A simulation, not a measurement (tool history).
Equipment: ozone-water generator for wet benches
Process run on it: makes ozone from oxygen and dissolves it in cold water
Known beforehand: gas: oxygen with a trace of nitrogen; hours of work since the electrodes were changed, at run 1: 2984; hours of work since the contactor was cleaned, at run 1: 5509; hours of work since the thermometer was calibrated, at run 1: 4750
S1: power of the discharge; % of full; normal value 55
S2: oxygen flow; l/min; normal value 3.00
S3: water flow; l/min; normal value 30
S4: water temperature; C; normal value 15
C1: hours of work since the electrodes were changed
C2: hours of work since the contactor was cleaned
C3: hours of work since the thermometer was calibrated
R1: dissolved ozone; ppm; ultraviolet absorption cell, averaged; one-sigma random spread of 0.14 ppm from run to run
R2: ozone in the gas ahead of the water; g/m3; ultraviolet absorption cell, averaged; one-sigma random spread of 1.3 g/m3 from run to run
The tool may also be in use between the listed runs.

run,day,S1,S2,S3,S4,C1,C2,C3,R1,R2
1,0.000,55,3.00,30,15,2984,5509,4750,14.7,228.2
# day 3.392: water thermometer calibrated
2,3.392,55,3.00,30,15,3056,5581,0,14.6,229.2
3,6.825,62,3.00,30,15,3128,5654,73,15.7,243.5
4,9.554,62,3.00,30,15,3186,5711,130,15.7,243.8
5,11.283,62,3.00,30,15,3223,5748,167,15.5,244.4
6,13.088,62,3.00,30,15,3261,5786,205,15.5,244.0
7,15.862,55,3.00,30,10,3320,5845,264,14.8,226.4
8,17.896,55,3.00,30,10,3363,5888,307,15.0,226.4
9,20.100,55,3.00,30,10,3409,5935,354,14.9,227.4
10,22.533,55,3.00,30,10,3461,5986,405,14.9,226.2
11,24.262,55,3.00,30,15,3497,6023,442,14.6,226.5
12,25.988,55,3.00,30,15,3534,6059,478,14.5,224.8
13,28.579,55,3.00,30,15,3589,6114,533,14.3,228.3
14,32.008,55,3.00,30,15,3661,6187,606,14.2,225.9
15,34.533,55,2.62,30,15,3715,6240,659,14.1,248.6
16,36.171,55,2.62,30,15,3750,6275,694,14.0,248.3
17,38.800,89,3.00,30,15,3805,6330,749,19.4,304.8
18,40.371,55,3.00,25,18,3838,6364,783,16.1,225.7
19,43.579,67,3.00,25,18,3906,6432,851,18.4,257.4
20,45.554,55,2.02,33,14,3948,6473,892,12.3,295.4
21,47.633,55,2.02,33,9,3992,6517,936,12.7,295.1
22,49.929,51,3.00,33,13,4041,6566,985,12.7,213.2
23,51.858,51,3.00,33,13,4082,6607,1026,12.6,216.4
24,53.479,64,2.28,32,12,4116,6641,1060,14.5,301.2
25,56.467,55,3.00,30,10,4179,6704,1123,14.6,223.4
26,58.342,66,3.00,30,16,4219,6744,1163,15.9,251.3
27,60.579,66,3.03,38,9,4266,6791,1211,13.0,252.5
28,64.000,55,3.17,30,16,4339,6864,1283,14.3,217.4
29,67.429,55,3.17,30,16,4411,6936,1356,14.3,216.1
30,70.000,40,3.17,19,16,4466,6991,1410,17.1,179.6
31,73.042,76,3.83,30,13,4530,7055,1474,18.0,231.3
32,74.983,76,3.83,30,13,4571,7096,1515,17.9,233.5

How would selected steps in R1 from run to run divide? Give the signed amount a tool lacking its hidden state would still show from settings, what came in and random variation, and the signed amount left for the hidden state, including any gauge scatter that is not in both of the compared results.
The tool's hidden condition here consists of: yield of the discharge, % of new electrodes'; contactor's efficiency, % of a clean one's; true water temperature over the reading, C; drift of the gauge itself on ozone_ppm, %; drift of the gauge itself on gas_g_m3, %.
Run 16 -> 17: S1 55 -> 89, S2 2.62 -> 3.00. R1 +5.4 ppm: hidden state -0.6, all else +6.0.
Run 17 -> 18: S1 89 -> 55, S3 30 -> 25, S4 15 -> 18. R1 -3.3 ppm: hidden state +0.6, all else -3.9.
Run 19 -> 20: S1 67 -> 55, S2 3.00 -> 2.02, S3 25 -> 33, S4 18 -> 14. R1 -6.1 ppm: hidden state +0.6, all else -6.7.

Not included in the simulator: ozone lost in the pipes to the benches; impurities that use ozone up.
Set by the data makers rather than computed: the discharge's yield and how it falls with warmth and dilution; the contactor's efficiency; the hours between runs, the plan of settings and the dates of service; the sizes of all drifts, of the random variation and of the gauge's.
